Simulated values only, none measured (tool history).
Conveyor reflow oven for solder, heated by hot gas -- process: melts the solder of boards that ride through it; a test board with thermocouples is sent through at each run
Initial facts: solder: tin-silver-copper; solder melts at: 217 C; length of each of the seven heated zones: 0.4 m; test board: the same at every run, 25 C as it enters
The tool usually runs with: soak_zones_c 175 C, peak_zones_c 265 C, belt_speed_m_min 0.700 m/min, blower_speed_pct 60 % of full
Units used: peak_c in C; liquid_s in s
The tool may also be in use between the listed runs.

run	hour	soak_zones_c	peak_zones_c	belt_speed_m_min	blower_speed_pct	peak_c	liquid_s
1	0.0	175	265	0.700	60	249.62	49.98
2	27.5	175	265	0.700	60	249.67	49.76
3	46.2	175	265	0.700	71	252.09	52.32
4	72.7	175	265	0.700	71	252.06	52.35
5	87.2	175	265	0.700	71	252.16	52.37
6	107.2	175	265	0.700	71	252.16	52.47
7	135.2	175	265	0.700	65	250.77	50.98
8	151.1	175	265	0.700	65	250.87	51.10
9	167.6	175	265	0.815	60	244.23	38.10
10	195.6	175	265	0.644	60	252.04	56.84
11	209.5	165	265	0.700	60	247.65	45.54
# hour 219.4: flux residue cleaned out of gas plates and filters
12	232.4	175	265	0.785	60	246.38	41.68
13	245.8	175	265	0.785	60	246.54	41.68
14	261.8	175	265	0.700	60	250.32	50.69
15	287.1	175	265	0.700	60	250.37	50.72
16	300.3	175	265	0.700	60	250.21	50.48
17	324.0	167	254	0.821	59	233.62	26.40
18	336.7	175	257	0.700	60	243.30	45.32
19	350.9	182	263	0.633	60	252.41	61.23

Forecast run 20:
20	363.6	182	263	0.633	60	?	?

{"run 20": {"peak_c": 252.32, "liquid_s": 61.2}}
The same run, on a tool lacking any hidden state, would have yielded peak_c 251.61 C, liquid_s 60.31 s.
